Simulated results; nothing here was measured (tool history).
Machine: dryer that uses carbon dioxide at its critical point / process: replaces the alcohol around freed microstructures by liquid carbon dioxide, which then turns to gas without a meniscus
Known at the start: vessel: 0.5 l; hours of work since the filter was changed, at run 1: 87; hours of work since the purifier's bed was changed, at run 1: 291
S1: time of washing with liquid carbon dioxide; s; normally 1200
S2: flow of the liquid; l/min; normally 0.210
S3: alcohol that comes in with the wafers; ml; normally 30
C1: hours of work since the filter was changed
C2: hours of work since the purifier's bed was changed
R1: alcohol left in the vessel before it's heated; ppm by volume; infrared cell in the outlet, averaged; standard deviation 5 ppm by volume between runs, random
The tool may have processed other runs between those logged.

{"run": 1, "hour": 0.0, "S1": 1200, "S2": 0.21, "S3": 30, "C1": 87, "C2": 291, "R1": 90}
{"run": 2, "hour": 14.4, "S1": 960, "S2": 0.21, "S3": 30, "C1": 94, "C2": 297, "R1": 267}
{"run": 3, "hour": 25.8, "S1": 960, "S2": 0.21, "S3": 30, "C1": 99, "C2": 302, "R1": 273}
{"run": 4, "hour": 37.3, "S1": 960, "S2": 0.21, "S3": 30, "C1": 104, "C2": 307, "R1": 272}
{"run": 5, "hour": 54.3, "S1": 1200, "S2": 0.21, "S3": 30, "C1": 111, "C2": 315, "R1": 100}
{"run": 6, "hour": 64.2, "S1": 1200, "S2": 0.21, "S3": 30, "C1": 116, "C2": 319, "R1": 94}
{"run": 7, "hour": 80.6, "S1": 1200, "S2": 0.21, "S3": 107, "C1": 123, "C2": 326, "R1": 278}
{"run": 8, "hour": 96.1, "S1": 1200, "S2": 0.27, "S3": 107, "C1": 130, "C2": 333, "R1": 86}
{"run": 9, "hour": 109.7, "S1": 1200, "S2": 0.241, "S3": 107, "C1": 136, "C2": 339, "R1": 160}
{"run": 10, "hour": 123.8, "S1": 1860, "S2": 0.166, "S3": 50, "C1": 142, "C2": 346, "R1": 72}
{"run": 11, "hour": 141.7, "S1": 1200, "S2": 0.243, "S3": 50, "C1": 150, "C2": 354, "R1": 84}
{"run": 12, "hour": 149.3, "S1": 1200, "S2": 0.172, "S3": 60, "C1": 154, "C2": 357, "R1": 557}
{"hour": 166.4, "done": "inlet filter changed"}
{"run": 13, "hour": 166.9, "S1": 1200, "S2": 0.138, "S3": 79, "C1": 0, "C2": 364, "R1": 1100}
{"run": 14, "hour": 178.2, "S1": 1200, "S2": 0.138, "S3": 79, "C1": 5, "C2": 369, "R1": 1115}
{"run": 15, "hour": 187.2, "S1": 1860, "S2": 0.228, "S3": 32, "C1": 9, "C2": 373, "R1": 39}
{"run": 16, "hour": 202.3, "S1": 900, "S2": 0.228, "S3": 84, "C1": 16, "C2": 380, "R1": 454}

Hidden condition of the tool, last listed run before each entry between runs versus first listed run after:
Runs 12 to 13: inlet filter changed (hour 166.4)
  flow that reaches the vessel past the clogged filter, %: 87.7 -> 99.8; alcohol in the recycled carbon dioxide, ppm: 43.2 -> 44
  the result without the hidden state subtracted from the measured one, R1: +309 -> +52 ppm by volume

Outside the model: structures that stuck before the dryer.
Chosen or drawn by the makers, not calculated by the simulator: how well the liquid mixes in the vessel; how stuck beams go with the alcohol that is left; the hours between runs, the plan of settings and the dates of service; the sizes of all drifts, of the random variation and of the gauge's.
